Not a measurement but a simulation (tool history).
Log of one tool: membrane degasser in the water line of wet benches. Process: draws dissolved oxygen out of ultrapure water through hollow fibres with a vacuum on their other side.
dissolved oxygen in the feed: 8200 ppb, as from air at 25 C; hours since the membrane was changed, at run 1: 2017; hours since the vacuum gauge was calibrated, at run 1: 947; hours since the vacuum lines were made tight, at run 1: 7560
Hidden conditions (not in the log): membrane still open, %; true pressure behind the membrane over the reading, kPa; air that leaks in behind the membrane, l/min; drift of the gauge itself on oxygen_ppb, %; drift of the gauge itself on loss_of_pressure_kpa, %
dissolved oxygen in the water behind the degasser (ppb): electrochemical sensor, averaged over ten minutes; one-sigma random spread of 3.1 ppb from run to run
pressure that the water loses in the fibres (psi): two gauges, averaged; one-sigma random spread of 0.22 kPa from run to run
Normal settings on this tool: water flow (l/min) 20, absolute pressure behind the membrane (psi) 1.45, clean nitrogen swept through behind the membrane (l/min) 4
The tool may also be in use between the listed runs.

| run | hour | water flow (l/min) | absolute pressure behind the membrane (psi) | clean nitrogen swept through behind the membrane (l/min) | hours since the membrane was changed | hours since the vacuum gauge was calibrated | hours since the vacuum lines were made tight | dissolved oxygen in the water behind the degasser (ppb) | pressure that the water loses in the fibres (psi) |
|---|---|---|---|---|---|---|---|---|---|
| 1 | 0 | 20 | 1.45 | 4 | 2017 | 947 | 7560 | 311.3 | 7.561 |
| 2 | 43.1 | 20 | 1.45 | 4 | 2061 | 991 | 7603 | 316.5 | 7.568 |
| 3 | 97.4 | 20 | 1.45 | 6.65 | 2115 | 1045 | 7657 | 281.4 | 7.642 |
| 4 | 171.8 | 20 | 1.45 | 4 | 2189 | 1119 | 7731 | 312.8 | 7.57 |
| 5 | 257.5 | 20 | 1.45 | 4 | 2275 | 1205 | 7817 | 314.8 | 7.503 |
| 6 | 312.6 | 22 | 1.45 | 4 | 2330 | 1260 | 7872 | 370.9 | 8.305 |
| 7 | 362.4 | 20 | 1.45 | 4 | 2380 | 1310 | 7922 | 312.4 | 7.529 |
| 8 | 432.6 | 20 | 1.45 | 4 | 2450 | 1380 | 7992 | 311.1 | 7.507 |
| 9 | 520.9 | 20 | 1.45 | 5.42 | 2538 | 1468 | 8080 | 292.2 | 7.496 |
| 10 | 597.8 | 24 | 1.45 | 4 | 2615 | 1545 | 8157 | 413.4 | 9.116 |
| 11 | 667.9 | 20 | 1.45 | 3.84 | 2685 | 1615 | 8227 | 315 | 7.517 |
| 12 | 712.6 | 20 | 1.45 | 4 | 2730 | 1660 | 8272 | 311.9 | 7.564 |
| 13 | 789.2 | 20 | 1.45 | 4 | 2807 | 1737 | 8349 | 308.2 | 7.465 |
| 14 | 873.6 | 20 | 1.45 | 4 | 2891 | 1821 | 8433 | 307.6 | 7.532 |
| 15 | 950.4 | 20 | 1.45 | 4 | 2968 | 1898 | 8510 | 310.6 | 7.497 |
| 16 | 1028.9 | 20 | 1.45 | 4 | 3046 | 1976 | 8588 | 312.5 | 7.533 |
| 17 | 1085.7 | 19 | 1.45 | 4 | 3103 | 2033 | 8645 | 287.6 | 7.146 |
| 18 | 1133.4 | 15 | 3.34 | 3.5 | 3151 | 2081 | 8693 | 321.5 | 5.596 |
| 19 | 1172.7 | 23 | 1.68 | 6.33 | 3190 | 2120 | 8732 | 363.8 | 8.612 |
| 20 | 1218.9 | 23 | 1.68 | 6.33 | 3236 | 2166 | 8778 | 369.8 | 8.611 |
| 21 | 1261.7 | 15 | 1.91 | 3.46 | 3279 | 2209 | 8821 | 233.4 | 5.59 |
| 22 | 1304.9 | 15 | 1.91 | 3.46 | 3322 | 2252 | 8864 | 225.8 | 5.598 |
| 23 | 1386.8 | 19 | 1.28 | 4.96 | 3404 | 2334 | 8946 | 260.4 | 7.165 |
| 24 | 1439.2 | 31 | 1.28 | 5.07 | 3457 | 2387 | 8999 | 556.7 | 11.545 |
| 25 | 1527.5 | 14 | 1.28 | 4.99 | 3545 | 2475 | 9087 | 148.2 | 5.239 |
| 26 | 1605.4 | 25 | 1.41 | 4 | 3623 | 2553 | 9165 | 447.3 | 9.406 |
| 27 | 1654.6 | 16 | 1.41 | 4 | 3672 | 2602 | 9214 | 208.9 | 5.968 |
| 28 | 1694.8 | 13 | 1.45 | 1.91 | 3712 | 2642 | 9254 | 199.8 | 4.853 |
| 29 | 1786 | 23 | 3.18 | 4 | 3803 | 2733 | 9346 | 544.4 | 8.569 |
| 30 | 1864.2 | 23 | 3.18 | 4 | 3882 | 2812 | 9424 | 542.7 | 8.598 |
| 31 | 1936.8 | 22 | 1.36 | 8.84 | 3954 | 2884 | 9496 | 321.1 | 8.108 |
| 32 | 2013.9 | 22 | 1.36 | 8.84 | 4031 | 2961 | 9573 | 312.8 | 8.199 |
| 33 | 2105.8 | 22 | 1.36 | 8.84 | 4123 | 3053 | 9665 | 315 | 8.193 |

For each run, the measured value with the value that run would have given without the tool's hidden condition subtracted. The run-to-run variation is shared by both, the gauge scatter possibly not:
| run | pressure that the water loses in the fibres (psi) |
|---|---|
| 1 | +0.003 |
| 2 | -0.003 |
| 3 | -0.006 |
| 4 | -0.012 |
| 5 | -0.019 |
| 6 | -0.023 |
| 7 | -0.025 |
| 8 | -0.03 |
| 9 | -0.038 |
| 10 | -0.052 |
| 11 | -0.049 |
| 12 | -0.052 |
| 13 | -0.058 |
| 14 | -0.064 |
| 15 | -0.07 |
| 16 | -0.077 |
| 17 | -0.077 |
| 18 | -0.062 |
| 19 | -0.1 |
| 20 | -0.104 |
| 21 | -0.07 |
| 22 | -0.073 |
| 23 | -0.097 |
| 24 | -0.165 |
| 25 | -0.08 |
| 26 | -0.151 |
| 27 | -0.099 |
| 28 | -0.083 |
| 29 | -0.154 |
| 30 | -0.16 |
| 31 | -0.158 |
| 32 | -0.164 |
| 33 | -0.174 |
dissolved oxygen in the water behind the degasser (ppb) without the hidden state stays within 0.5 of what was measured, in all runs.
